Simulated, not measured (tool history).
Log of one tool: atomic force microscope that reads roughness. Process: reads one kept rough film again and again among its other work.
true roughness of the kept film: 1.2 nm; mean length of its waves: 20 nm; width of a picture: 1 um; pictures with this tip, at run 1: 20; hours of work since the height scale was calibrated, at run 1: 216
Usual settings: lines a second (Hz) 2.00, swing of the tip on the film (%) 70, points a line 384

run,day,lines a second (Hz),swing of the tip on the film (%),points a line,pictures with this tip,hours of work since the height scale was calibrated,roughness of the kept film (nm (root mean square))
1,0.000,2.00,70,384,20,216,1.029
2,0.250,2.00,77,384,28,220,1.009
3,0.500,2.00,77,283,36,224,0.984
4,0.833,2.00,77,283,47,229,0.971
5,1.192,2.00,77,283,59,235,0.976
6,1.642,2.00,77,283,74,242,0.968
7,1.921,2.00,77,283,84,247,0.961
8,2.400,2.00,70,384,100,254,0.986
9,2.654,2.00,70,384,108,258,0.981
10,3.117,2.00,88,384,124,266,0.894
11,3.554,2.00,88,384,138,273,0.896
12,3.821,2.00,75,553,147,277,0.956
13,4.179,2.00,75,553,159,282,0.942
14,4.375,2.00,85,599,166,286,0.894
# day 4.517: new tip fitted
15,4.712,2.00,75,599,6,291,1.040
16,4.942,0.56,75,739,14,294,1.096
17,5.154,3.11,69,540,21,298,1.019
18,5.517,0.96,69,399,33,303,1.062
19,5.962,0.95,69,399,48,310,1.051

Forecast each of these 3 alternatives for the next run:
A,6.400,1.27,60,523,63,317,?
B,6.400,2.71,70,384,63,317,?
C,6.400,0.97,68,316,63,317,?

run,roughness of the kept film (nm (root mean square))
A,1.054
B,0.985
C,1.039
Without the tool's hidden state the same runs would have given:
run,roughness of the kept film (nm (root mean square))
A,1.097
B,1.026
C,1.082
